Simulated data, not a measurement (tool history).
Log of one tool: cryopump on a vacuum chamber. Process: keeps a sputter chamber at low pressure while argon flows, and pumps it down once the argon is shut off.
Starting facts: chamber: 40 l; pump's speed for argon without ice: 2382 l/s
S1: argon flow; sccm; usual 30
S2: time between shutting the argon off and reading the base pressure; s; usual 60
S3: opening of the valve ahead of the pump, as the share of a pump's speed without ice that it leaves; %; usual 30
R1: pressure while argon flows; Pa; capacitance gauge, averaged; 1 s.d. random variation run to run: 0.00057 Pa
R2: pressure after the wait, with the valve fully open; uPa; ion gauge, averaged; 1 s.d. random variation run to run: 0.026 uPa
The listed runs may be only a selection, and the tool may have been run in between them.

run   hour  S1   S2  S3      R1    R2
  1    0.0  30   60  30  0.0723  2.87
  2   15.4  30   59  30  0.0716  2.79
  3   24.9  30   59  30  0.0725  2.82
  4   41.2  30   59  30  0.0724  2.86
  5   50.4  30   60  30  0.0731  2.85
  6   58.0  30   60  30  0.0722  2.84
  7   75.2  30   60  30  0.0725  2.84
  8   93.4  30  216  30  0.0717  2.15
  9  109.0  30  216  30  0.0738  2.21
 10  124.8  30  216  30  0.0732  2.12
 11  136.2  30  216  30  0.0715  2.19
 12  144.1  30   60  30  0.0736  2.99
 13  156.4  30   60  30  0.0725  2.96
 14  165.0  17   60  30  0.0411  2.92
     172.9  -- leaking fittings of the chamber tightened, without venting
 15  178.0  17   60  30  0.0417  1.17
 16  187.4  17   55  30  0.0428  1.24
 17  200.3  20   60  30  0.0497  1.14
 18  216.0  48  107  31  0.1152  0.74
 19  234.7  53   22  23  0.1693  2.93
 20  249.6  53   22  23  0.1683  2.97
 21  259.4  40   27  23  0.1284  2.50
 22  271.8  30   20  16  0.1357  3.25
 23  281.5  30   60  41  0.0550  1.24
 24  298.9  30   24  17  0.1280  2.77
 25  306.6  30   24  17  0.1286  2.82

What will run 26 give?
 26  321.4  60  192  28   ?   ?

R1: 0.1594 Pa
R2: 0.52 uPa
Had the tool carried no hidden state, the very same run would have given R1 0.1520 Pa, R2 0.44 uPa.
